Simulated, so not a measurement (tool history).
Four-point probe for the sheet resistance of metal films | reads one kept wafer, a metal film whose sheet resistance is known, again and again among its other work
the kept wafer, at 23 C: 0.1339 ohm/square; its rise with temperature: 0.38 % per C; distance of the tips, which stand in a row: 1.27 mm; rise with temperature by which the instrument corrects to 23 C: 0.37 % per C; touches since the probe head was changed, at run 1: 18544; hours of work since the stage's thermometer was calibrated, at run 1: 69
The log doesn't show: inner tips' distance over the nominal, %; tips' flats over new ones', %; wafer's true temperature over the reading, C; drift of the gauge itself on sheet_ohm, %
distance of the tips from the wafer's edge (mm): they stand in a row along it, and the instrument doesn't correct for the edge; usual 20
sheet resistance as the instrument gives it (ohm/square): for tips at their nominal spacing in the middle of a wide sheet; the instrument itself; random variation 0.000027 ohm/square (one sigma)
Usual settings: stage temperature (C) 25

run   hour  stage temperature (C)  distance of the tips from the wafer's edge (mm)  touches since the probe head was changed  hours of work since the stage's thermometer was calibrated  sheet resistance as the instrument gives it (ohm/square)
  1    0.0                     25                                               20                                     18544                                                          69                                                  0.134538
  2   52.3                     25                                               20                                     19331                                                         107                                                  0.134531
  3   77.9                     25                                               20                                     19716                                                         125                                                  0.134544
  4  113.7                     25                                               20                                     20256                                                         150                                                  0.134491
  5  168.3                     25                                               20                                     21077                                                         189                                                  0.134481
  6  193.6                     25                                               20                                     21458                                                         207                                                  0.134507
  7  249.2                     25                                               14                                     22295                                                         246                                                  0.134809
  8  286.6                     25                                               14                                     22859                                                         273                                                  0.134880
  9  310.2                     25                                               20                                     23214                                                         290                                                  0.134467
 10  352.6                     31                                               54                                     23852                                                         320                                                  0.134348
 11  394.9                     31                                               54                                     24488                                                         350                                                  0.134287
 12  444.4                     22                                               67                                     25234                                                         385                                                  0.134182
 13  480.8                     25                                               13                                     25782                                                         411                                                  0.134956
 14  529.6                     21                                               49                                     26515                                                         446                                                  0.134160
 15  563.2                     28                                               55                                     27021                                                         470                                                  0.134313
 16  610.6                     28                                               55                                     27735                                                         503                                                  0.134307
 17  653.2                     18                                                4                                     28376                                                         534                                                  0.141030
 18  684.1                     29                                               20                                     28841                                                         556                                                  0.134591

4 ways to go on from here, each from the tool as it stands after run 18. What would each give?
  A  716.5                     21                                               67                                     29329                                                         579                                                         ?
  B  716.5                     21                                               34                                     29329                                                         579                                                         ?
  C  716.5                     29                                               14                                     29329                                                         579                                                         ?
  D  716.5                     20                                               60                                     29329                                                         579                                                         ?

run  sheet resistance as the instrument gives it (ohm/square)
  A                                                  0.134197
  B                                                  0.134279
  C                                                  0.134947
  D                                                  0.134104
Without the tool's hidden state the same runs would have given:
run  sheet resistance as the instrument gives it (ohm/square)
  A                                                  0.133916
  B                                                  0.133998
  C                                                  0.134666
  D                                                  0.133823
